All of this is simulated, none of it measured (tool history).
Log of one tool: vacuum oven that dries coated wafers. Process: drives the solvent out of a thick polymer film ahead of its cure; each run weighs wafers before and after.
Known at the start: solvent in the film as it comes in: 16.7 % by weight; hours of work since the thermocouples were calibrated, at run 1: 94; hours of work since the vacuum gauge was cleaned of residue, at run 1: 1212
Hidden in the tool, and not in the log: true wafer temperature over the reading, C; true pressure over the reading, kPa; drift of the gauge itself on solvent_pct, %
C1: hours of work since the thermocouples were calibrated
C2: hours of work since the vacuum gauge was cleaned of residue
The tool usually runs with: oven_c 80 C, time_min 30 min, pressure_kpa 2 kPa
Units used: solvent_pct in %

{"run": 1, "hour": 0.0, "oven_c": 80, "time_min": 30, "pressure_kpa": 2, "C1": 94, "C2": 1212, "solvent_pct": 7}
{"run": 2, "hour": 26.8, "oven_c": 80, "time_min": 30, "pressure_kpa": 2, "C1": 114, "C2": 1232, "solvent_pct": 7}
{"run": 3, "hour": 81.8, "oven_c": 80, "time_min": 30, "pressure_kpa": 2, "C1": 155, "C2": 1272, "solvent_pct": 6.93}
{"run": 4, "hour": 127.4, "oven_c": 80, "time_min": 30, "pressure_kpa": 2, "C1": 189, "C2": 1306, "solvent_pct": 6.91}
{"run": 5, "hour": 160.5, "oven_c": 72, "time_min": 30, "pressure_kpa": 2, "C1": 213, "C2": 1330, "solvent_pct": 9.4}
{"run": 6, "hour": 192.7, "oven_c": 80, "time_min": 30, "pressure_kpa": 2, "C1": 237, "C2": 1354, "solvent_pct": 6.98}
{"run": 7, "hour": 232.5, "oven_c": 80, "time_min": 30, "pressure_kpa": 2, "C1": 266, "C2": 1384, "solvent_pct": 6.93}
{"run": 8, "hour": 273.4, "oven_c": 80, "time_min": 30, "pressure_kpa": 2, "C1": 297, "C2": 1414, "solvent_pct": 6.92}
{"run": 9, "hour": 308.6, "oven_c": 80, "time_min": 30, "pressure_kpa": 2.32, "C1": 323, "C2": 1440, "solvent_pct": 7.35}
{"run": 10, "hour": 332.0, "oven_c": 80, "time_min": 30, "pressure_kpa": 2.32, "C1": 340, "C2": 1457, "solvent_pct": 7.45}
{"run": 11, "hour": 375.0, "oven_c": 87, "time_min": 30, "pressure_kpa": 2, "C1": 372, "C2": 1489, "solvent_pct": 4.97}
{"run": 12, "hour": 428.2, "oven_c": 87, "time_min": 30, "pressure_kpa": 2, "C1": 411, "C2": 1529, "solvent_pct": 4.96}
{"hour": 452.8, "done": "vacuum gauge cleaned of residue and calibrated"}
{"run": 13, "hour": 471.3, "oven_c": 87, "time_min": 30, "pressure_kpa": 2, "C1": 442, "C2": 14, "solvent_pct": 5}
{"run": 14, "hour": 500.8, "oven_c": 87, "time_min": 30, "pressure_kpa": 2, "C1": 464, "C2": 36, "solvent_pct": 4.94}
{"run": 15, "hour": 547.9, "oven_c": 79, "time_min": 30, "pressure_kpa": 2, "C1": 499, "C2": 70, "solvent_pct": 7.26}
{"run": 16, "hour": 589.1, "oven_c": 79, "time_min": 30, "pressure_kpa": 2, "C1": 529, "C2": 101, "solvent_pct": 7.15}
{"run": 17, "hour": 618.6, "oven_c": 79, "time_min": 30, "pressure_kpa": 2.6, "C1": 551, "C2": 123, "solvent_pct": 8.27}
{"run": 18, "hour": 663.3, "oven_c": 80, "time_min": 30, "pressure_kpa": 5.45, "C1": 584, "C2": 156, "solvent_pct": 12.42}
{"run": 19, "hour": 705.6, "oven_c": 80, "time_min": 30, "pressure_kpa": 2, "C1": 615, "C2": 187, "solvent_pct": 6.9}
{"run": 20, "hour": 729.1, "oven_c": 80, "time_min": 19, "pressure_kpa": 2, "C1": 633, "C2": 204, "solvent_pct": 8.52}
{"hour": 753.8, "done": "oven's thermocouples calibrated"}
{"run": 21, "hour": 763.4, "oven_c": 80, "time_min": 40, "pressure_kpa": 2, "C1": 7, "C2": 228, "solvent_pct": 5.89}
{"run": 22, "hour": 797.4, "oven_c": 80, "time_min": 40, "pressure_kpa": 2, "C1": 32, "C2": 254, "solvent_pct": 6}
{"run": 23, "hour": 841.1, "oven_c": 80, "time_min": 26, "pressure_kpa": 2, "C1": 65, "C2": 286, "solvent_pct": 7.42}
{"run": 24, "hour": 863.7, "oven_c": 80, "time_min": 26, "pressure_kpa": 2, "C1": 81, "C2": 303, "solvent_pct": 7.36}
{"run": 25, "hour": 899.5, "oven_c": 80, "time_min": 26, "pressure_kpa": 2, "C1": 108, "C2": 329, "solvent_pct": 7.56}
{"run": 26, "hour": 949.3, "oven_c": 91, "time_min": 22, "pressure_kpa": 1.56, "C1": 145, "C2": 366, "solvent_pct": 4.55}
{"run": 27, "hour": 973.0, "oven_c": 70, "time_min": 37, "pressure_kpa": 1.42, "C1": 162, "C2": 383, "solvent_pct": 8.03}
{"run": 28, "hour": 1022.4, "oven_c": 66, "time_min": 16, "pressure_kpa": 5.45, "C1": 199, "C2": 420, "solvent_pct": 16.7}
{"run": 29, "hour": 1061.8, "oven_c": 66, "time_min": 16, "pressure_kpa": 5.45, "C1": 228, "C2": 449, "solvent_pct": 16.73}
{"run": 30, "hour": 1116.3, "oven_c": 85, "time_min": 36, "pressure_kpa": 2, "C1": 268, "C2": 489, "solvent_pct": 4.87}
{"run": 31, "hour": 1150.0, "oven_c": 85, "time_min": 53, "pressure_kpa": 4.68, "C1": 293, "C2": 514, "solvent_pct": 8.24}
{"run": 32, "hour": 1195.4, "oven_c": 80, "time_min": 45, "pressure_kpa": 2, "C1": 327, "C2": 548, "solvent_pct": 5.57}
{"run": 33, "hour": 1242.3, "oven_c": 80, "time_min": 45, "pressure_kpa": 1.77, "C1": 361, "C2": 583, "solvent_pct": 5.22}
{"run": 34, "hour": 1282.3, "oven_c": 80, "time_min": 45, "pressure_kpa": 2.11, "C1": 391, "C2": 612, "solvent_pct": 5.79}
{"run": 35, "hour": 1337.5, "oven_c": 80, "time_min": 18, "pressure_kpa": 2.11, "C1": 432, "C2": 653, "solvent_pct": 8.98}
{"run": 36, "hour": 1367.5, "oven_c": 80, "time_min": 50, "pressure_kpa": 2.87, "C1": 454, "C2": 675, "solvent_pct": 6.9}
{"run": 37, "hour": 1400.8, "oven_c": 80, "time_min": 18, "pressure_kpa": 1.27, "C1": 479, "C2": 700, "solvent_pct": 7.9}
{"run": 38, "hour": 1426.7, "oven_c": 80, "time_min": 18, "pressure_kpa": 1.27, "C1": 498, "C2": 719, "solvent_pct": 7.83}
{"run": 39, "hour": 1465.7, "oven_c": 74, "time_min": 18, "pressure_kpa": 3.35, "C1": 527, "C2": 748, "solvent_pct": 12.49}
{"run": 40, "hour": 1492.8, "oven_c": 76, "time_min": 38, "pressure_kpa": 1.4, "C1": 547, "C2": 768, "solvent_pct": 6.16}
{"run": 41, "hour": 1537.7, "oven_c": 76, "time_min": 38, "pressure_kpa": 1.4, "C1": 580, "C2": 801, "solvent_pct": 6.19}
{"run": 42, "hour": 1577.7, "oven_c": 91, "time_min": 21, "pressure_kpa": 3.44, "C1": 610, "C2": 831, "solvent_pct": 6.71}
{"hour": 1632.8, "done": "oven's thermocouples calibrated"}
{"run": 43, "hour": 1633.4, "oven_c": 94, "time_min": 30, "pressure_kpa": 1.32, "C1": 0, "C2": 870, "solvent_pct": 2.64}
{"run": 44, "hour": 1685.5, "oven_c": 94, "time_min": 30, "pressure_kpa": 1.32, "C1": 39, "C2": 909, "solvent_pct": 2.67}
{"run": 45, "hour": 1725.8, "oven_c": 72, "time_min": 27, "pressure_kpa": 1.87, "C1": 69, "C2": 939, "solvent_pct": 9.51}
{"run": 46, "hour": 1769.1, "oven_c": 70, "time_min": 47, "pressure_kpa": 1.87, "C1": 101, "C2": 971, "solvent_pct": 8.35}

Alternative continuations, all from the tool just after run 46; predict every row:
{"run": "A", "hour": 1818.6, "oven_c": 80, "time_min": 30, "pressure_kpa": 2.1, "C1": 137, "C2": 1008, "solvent_pct": "?"}
{"run": "B", "hour": 1818.6, "oven_c": 66, "time_min": 24, "pressure_kpa": 1.58, "C1": 137, "C2": 1008, "solvent_pct": "?"}
{"run": "C", "hour": 1818.6, "oven_c": 83, "time_min": 44, "pressure_kpa": 2.84, "C1": 137, "C2": 1008, "solvent_pct": "?"}
{"run": "D", "hour": 1818.6, "oven_c": 70, "time_min": 48, "pressure_kpa": 1.92, "C1": 137, "C2": 1008, "solvent_pct": "?"}
{"run": "E", "hour": 1818.6, "oven_c": 70, "time_min": 48, "pressure_kpa": 1.87, "C1": 137, "C2": 1008, "solvent_pct": "?"}

run=A solvent_pct=7.14
run=B solvent_pct=11.16
run=C solvent_pct=6.28
run=D solvent_pct=8.51
run=E solvent_pct=8.4
Had the tool no hidden state, the same runs would have come out as:
run=A solvent_pct=7.12
run=B solvent_pct=11.15
run=C solvent_pct=6.27
run=D solvent_pct=8.5
run=E solvent_pct=8.38
